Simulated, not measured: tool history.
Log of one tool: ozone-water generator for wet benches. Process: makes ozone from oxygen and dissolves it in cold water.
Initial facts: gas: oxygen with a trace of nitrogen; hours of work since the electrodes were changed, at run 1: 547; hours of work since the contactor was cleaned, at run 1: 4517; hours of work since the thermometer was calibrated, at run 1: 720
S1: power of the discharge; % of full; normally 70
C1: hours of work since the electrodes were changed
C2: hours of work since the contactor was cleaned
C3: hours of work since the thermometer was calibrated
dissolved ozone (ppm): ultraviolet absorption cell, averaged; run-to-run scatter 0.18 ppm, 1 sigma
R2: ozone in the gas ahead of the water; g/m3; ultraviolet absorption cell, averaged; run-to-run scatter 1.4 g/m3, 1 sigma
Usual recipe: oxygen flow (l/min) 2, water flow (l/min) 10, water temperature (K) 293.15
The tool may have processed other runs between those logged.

{"run": 1, "hour": 0.0, "S1": 70, "oxygen flow (l/min)": 2, "water flow (l/min)": 10, "water temperature (K)": 293.15, "C1": 547, "C2": 4517, "C3": 720, "dissolved ozone (ppm)": 24, "R2": 264.7}
{"run": 2, "hour": 21.2, "S1": 70, "oxygen flow (l/min)": 2, "water flow (l/min)": 11, "water temperature (K)": 293.15, "C1": 566, "C2": 4536, "C3": 739, "dissolved ozone (ppm)": 22.3, "R2": 265.5}
{"run": 3, "hour": 52.2, "S1": 70, "oxygen flow (l/min)": 2, "water flow (l/min)": 6, "water temperature (K)": 293.15, "C1": 593, "C2": 4563, "C3": 766, "dissolved ozone (ppm)": 34.2, "R2": 264.2}
{"run": 4, "hour": 80.3, "S1": 70, "oxygen flow (l/min)": 2, "water flow (l/min)": 10, "water temperature (K)": 293.15, "C1": 617, "C2": 4587, "C3": 790, "dissolved ozone (ppm)": 24.1, "R2": 263.7}
{"run": 5, "hour": 123.7, "S1": 70, "oxygen flow (l/min)": 2, "water flow (l/min)": 10, "water temperature (K)": 293.15, "C1": 655, "C2": 4625, "C3": 828, "dissolved ozone (ppm)": 24, "R2": 266}
{"run": 6, "hour": 168.1, "S1": 70, "oxygen flow (l/min)": 2, "water flow (l/min)": 10, "water temperature (K)": 293.15, "C1": 694, "C2": 4664, "C3": 867, "dissolved ozone (ppm)": 24, "R2": 263}
{"run": 7, "hour": 195.6, "S1": 70, "oxygen flow (l/min)": 2, "water flow (l/min)": 10, "water temperature (K)": 293.15, "C1": 717, "C2": 4687, "C3": 891, "dissolved ozone (ppm)": 24.3, "R2": 265.1}

Run 8, settings as shown, results not yet in. Your forecast:
{"run": 8, "hour": 227.4, "S1": 70, "oxygen flow (l/min)": 2, "water flow (l/min)": 10, "water temperature (K)": 293.15, "C1": 745, "C2": 4715, "C3": 918, "dissolved ozone (ppm)": "?", "R2": "?"}

dissolved ozone (ppm): 24
R2: 265.8 g/m3
With no hidden state in the tool, this same run would have given dissolved ozone (ppm) 24.1, R2 264.6 g/m3.
